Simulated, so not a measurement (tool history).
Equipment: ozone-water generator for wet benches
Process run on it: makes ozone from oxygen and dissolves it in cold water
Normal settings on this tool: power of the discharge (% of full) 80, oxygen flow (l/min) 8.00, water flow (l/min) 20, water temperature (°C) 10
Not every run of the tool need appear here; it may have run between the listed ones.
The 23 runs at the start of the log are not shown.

run,hour,power of the discharge (% of full),oxygen flow (l/min),water flow (l/min),water temperature (°C),dissolved ozone (ppm),ozone in the gas ahead of the water (g/m3)
24,549.9,80,8.00,25,10,35.7,258.2
25,567.3,42,8.00,20,10,24.7,153.8
26,585.7,57,8.00,24,10,28.1,196.9
27,612.9,57,8.00,24,10,27.9,195.9
28,628.4,65,6.07,20,10,35.6,256.2
29,650.4,65,8.30,20,10,34.9,210.9
30,681.0,43,8.30,32,15,16.9,153.8
31,697.0,80,8.00,13,12,51.2,258.1
32,710.9,80,9.30,24,10,36.1,234.8

Here are 3 independent what-if runs from the current tool condition. What would each one return?
A,735.3,46,8.00,23,10,?,?
B,735.3,97,13.14,20,13,?,?
C,735.3,70,8.00,20,10,?,?

run,dissolved ozone (ppm),ozone in the gas ahead of the water (g/m3)
A,24.3,165.4
B,41.7,221.5
C,37.3,230.5
Take away the tool's hidden state, keep each run's random variation, and the runs would have read:
run,dissolved ozone (ppm),ozone in the gas ahead of the water (g/m3)
A,25.0,167.7
B,43.5,227.4
C,38.7,235.3
